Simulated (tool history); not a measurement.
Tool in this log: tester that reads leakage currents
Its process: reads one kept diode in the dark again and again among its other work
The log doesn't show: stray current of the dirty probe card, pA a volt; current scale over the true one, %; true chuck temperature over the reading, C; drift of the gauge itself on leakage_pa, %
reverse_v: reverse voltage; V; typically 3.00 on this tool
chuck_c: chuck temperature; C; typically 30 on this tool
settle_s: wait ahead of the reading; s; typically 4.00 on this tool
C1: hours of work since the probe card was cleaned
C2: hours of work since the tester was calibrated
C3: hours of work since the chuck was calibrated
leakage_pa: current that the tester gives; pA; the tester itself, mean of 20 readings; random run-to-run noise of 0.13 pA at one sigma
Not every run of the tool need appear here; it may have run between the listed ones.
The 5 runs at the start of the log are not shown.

{"run": 6, "hour": 771.8, "reverse_v": 3.0, "chuck_c": 30, "settle_s": 4.24, "C1": 2630, "C2": 3096, "C3": 1919, "leakage_pa": 45.2}
{"run": 7, "hour": 880.1, "reverse_v": 3.0, "chuck_c": 30, "settle_s": 4.24, "C1": 2682, "C2": 3148, "C3": 1971, "leakage_pa": 45.21}
{"run": 8, "hour": 1122.4, "reverse_v": 3.0, "chuck_c": 30, "settle_s": 4.24, "C1": 2798, "C2": 3264, "C3": 2087, "leakage_pa": 45.63}
{"run": 9, "hour": 1291.1, "reverse_v": 3.0, "chuck_c": 30, "settle_s": 4.24, "C1": 2879, "C2": 3344, "C3": 2168, "leakage_pa": 45.78}
{"hour": 1521.0, "done": "chuck's temperature calibrated"}
{"run": 10, "hour": 1521.1, "reverse_v": 3.0, "chuck_c": 30, "settle_s": 4.0, "C1": 2988, "C2": 3453, "C3": 0, "leakage_pa": 43.1}
{"hour": 1723.3, "done": "probe card cleaned and baked"}
{"run": 11, "hour": 1770.4, "reverse_v": 3.0, "chuck_c": 30, "settle_s": 4.0, "C1": 23, "C2": 3571, "C3": 118, "leakage_pa": 38.74}
{"run": 12, "hour": 1912.0, "reverse_v": 3.0, "chuck_c": 30, "settle_s": 4.0, "C1": 90, "C2": 3639, "C3": 186, "leakage_pa": 39.02}
{"run": 13, "hour": 2076.0, "reverse_v": 3.0, "chuck_c": 30, "settle_s": 4.0, "C1": 169, "C2": 3717, "C3": 264, "leakage_pa": 39.47}
{"run": 14, "hour": 2304.2, "reverse_v": 3.0, "chuck_c": 30, "settle_s": 4.0, "C1": 278, "C2": 3827, "C3": 373, "leakage_pa": 39.59}
{"run": 15, "hour": 2529.3, "reverse_v": 3.0, "chuck_c": 30, "settle_s": 4.0, "C1": 386, "C2": 3934, "C3": 481, "leakage_pa": 39.85}
{"run": 16, "hour": 2779.6, "reverse_v": 3.0, "chuck_c": 30, "settle_s": 4.0, "C1": 505, "C2": 4054, "C3": 601, "leakage_pa": 40.1}
{"run": 17, "hour": 2904.0, "reverse_v": 3.0, "chuck_c": 30, "settle_s": 4.0, "C1": 565, "C2": 4113, "C3": 660, "leakage_pa": 39.98}
{"run": 18, "hour": 3035.7, "reverse_v": 1.22, "chuck_c": 30, "settle_s": 4.0, "C1": 628, "C2": 4176, "C3": 723, "leakage_pa": 27.21}
{"run": 19, "hour": 3173.6, "reverse_v": 3.0, "chuck_c": 30, "settle_s": 4.0, "C1": 694, "C2": 4242, "C3": 789, "leakage_pa": 40.51}
{"run": 20, "hour": 3425.0, "reverse_v": 3.0, "chuck_c": 30, "settle_s": 6.01, "C1": 814, "C2": 4363, "C3": 909, "leakage_pa": 40.91}
{"run": 21, "hour": 3631.3, "reverse_v": 3.21, "chuck_c": 30, "settle_s": 3.14, "C1": 913, "C2": 4461, "C3": 1008, "leakage_pa": 42.46}
{"run": 22, "hour": 3769.2, "reverse_v": 3.21, "chuck_c": 30, "settle_s": 3.14, "C1": 979, "C2": 4527, "C3": 1074, "leakage_pa": 42.72}
{"run": 23, "hour": 3877.4, "reverse_v": 3.21, "chuck_c": 30, "settle_s": 3.14, "C1": 1030, "C2": 4579, "C3": 1126, "leakage_pa": 43.0}
{"run": 24, "hour": 4108.2, "reverse_v": 5.62, "chuck_c": 30, "settle_s": 3.14, "C1": 1141, "C2": 4689, "C3": 1236, "leakage_pa": 55.67}
{"run": 25, "hour": 4237.9, "reverse_v": 5.62, "chuck_c": 39, "settle_s": 7.92, "C1": 1203, "C2": 4751, "C3": 1298, "leakage_pa": 111.17}
{"run": 26, "hour": 4451.7, "reverse_v": 5.62, "chuck_c": 39, "settle_s": 7.92, "C1": 1305, "C2": 4854, "C3": 1400, "leakage_pa": 111.99}
{"run": 27, "hour": 4565.1, "reverse_v": 1.55, "chuck_c": 26, "settle_s": 4.0, "C1": 1359, "C2": 4908, "C3": 1455, "leakage_pa": 22.87}
{"run": 28, "hour": 4668.6, "reverse_v": 1.4, "chuck_c": 31, "settle_s": 1.69, "C1": 1409, "C2": 4957, "C3": 1504, "leakage_pa": 32.87}

Run 29, settings as shown, results not yet in. Your forecast:
{"run": 29, "hour": 4885.8, "reverse_v": 1.36, "chuck_c": 52, "settle_s": 2.2, "C1": 1513, "C2": 5061, "C3": 1608, "leakage_pa": "?"}

{"run 29": {"leakage_pa": 158.56}}
Take away the tool's hidden state, keep the run-to-run variation as it was, and the same run would have given leakage_pa 150.11 pA.

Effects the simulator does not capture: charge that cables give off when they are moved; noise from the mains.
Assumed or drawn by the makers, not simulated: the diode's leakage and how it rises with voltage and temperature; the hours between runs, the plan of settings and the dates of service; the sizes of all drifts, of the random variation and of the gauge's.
